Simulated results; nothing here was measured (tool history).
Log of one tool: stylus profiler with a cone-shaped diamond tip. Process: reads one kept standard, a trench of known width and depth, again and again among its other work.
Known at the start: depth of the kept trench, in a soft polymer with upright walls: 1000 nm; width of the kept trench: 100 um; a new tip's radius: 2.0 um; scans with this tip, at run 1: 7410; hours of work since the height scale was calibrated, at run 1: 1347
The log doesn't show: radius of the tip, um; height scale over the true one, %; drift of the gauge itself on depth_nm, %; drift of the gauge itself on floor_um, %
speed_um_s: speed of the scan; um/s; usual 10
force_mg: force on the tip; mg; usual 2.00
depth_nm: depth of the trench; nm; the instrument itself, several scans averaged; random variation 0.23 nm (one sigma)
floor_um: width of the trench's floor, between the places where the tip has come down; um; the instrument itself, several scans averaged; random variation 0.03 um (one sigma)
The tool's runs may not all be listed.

run	day	speed_um_s	force_mg	scans with this tip	hours of work since the height scale was calibrated	depth_nm	floor_um
1	0.000	10	2.00	7410	1347	1007.41	96.08
2	2.600	10	2.00	7642	1389	1007.63	96.01
3	6.933	10	2.00	8028	1460	1008.17	95.96
4	11.104	10	2.38	8401	1527	1008.74	95.98
5	14.712	17	2.00	8722	1586	1007.22	95.94
6	18.262	40	2.00	9039	1644	1007.52	95.88
7	21.362	40	2.00	9316	1694	1007.40	95.87
8	23.979	10	2.00	9549	1736	1007.33	95.94
9	26.525	10	2.00	9776	1778	1007.24	95.92
10	29.617	10	2.00	10052	1828	1007.06	95.91
11	33.225	10	2.00	10374	1886	1007.41	95.86
12	35.417	10	2.00	10570	1922	1006.11	95.93
13	40.008	10	2.00	10980	1996	1006.98	95.83
14	43.321	10	2.00	11275	2050	1006.47	95.84
# day 44.021: height scale calibrated on a step standard
15	47.200	10	2.00	11619	52	1009.04	95.79
16	50.579	10	2.00	11921	106	1009.02	95.78
17	53.421	10	2.00	12174	152	1008.60	95.77
18	58.208	38	2.00	12601	230	1008.93	95.72
19	61.846	11	2.00	12926	289	1008.30	95.79
20	65.117	36	0.91	13218	342	1004.61	95.68
21	69.021	36	2.02	13566	406	1008.41	95.68
22	72.346	9	1.35	13863	460	1006.20	95.68
23	76.271	9	1.35	14213	523	1006.05	95.68
24	78.342	20	5.78	14398	557	1017.69	95.70
25	80.608	3	4.29	14600	593	1013.87	95.66
26	85.279	26	4.29	15017	669	1013.56	95.68
27	87.667	6	1.30	15230	708	1005.43	95.60
28	90.475	30	2.26	15480	754	1008.84	95.53
29	92.421	33	1.67	15654	785	1006.51	95.58
30	96.904	2	2.00	16054	858	1007.96	95.59
31	100.542	3	1.64	16379	917	1006.49	95.54
32	103.908	3	1.64	16679	971	1006.50	95.57
33	106.788	2	4.87	16936	1018	1014.85	95.60

Some steps in depth_nm between neighbouring runs. How much of each would the tool show without its hidden state too (settings, what came in, random variation), and how much is left for the hidden state, with any gauge scatter that isn't in both results?
Run 3 -> 4: force_mg 2.00 -> 2.38. depth_nm +0.57 nm: hidden state -0.12, all else +0.69.
Run 14 -> 15: height scale calibrated on a step standard. depth_nm +2.57 nm: hidden state +2.08, all else +0.49.
Run 17 -> 18: speed_um_s 10 -> 38. depth_nm +0.33 nm: hidden state -0.12, all else +0.45.
Run 23 -> 24: speed_um_s 9 -> 20, force_mg 1.35 -> 5.78. depth_nm +11.64 nm: hidden state -0.06, all else +11.70.
Run 26 -> 27: speed_um_s 26 -> 6, force_mg 4.29 -> 1.30. depth_nm -8.13 nm: hidden state -0.05, all else -8.08.
Run 32 -> 33: speed_um_s 3 -> 2, force_mg 1.64 -> 4.87. depth_nm +8.35 nm: hidden state -0.09, all else +8.44.

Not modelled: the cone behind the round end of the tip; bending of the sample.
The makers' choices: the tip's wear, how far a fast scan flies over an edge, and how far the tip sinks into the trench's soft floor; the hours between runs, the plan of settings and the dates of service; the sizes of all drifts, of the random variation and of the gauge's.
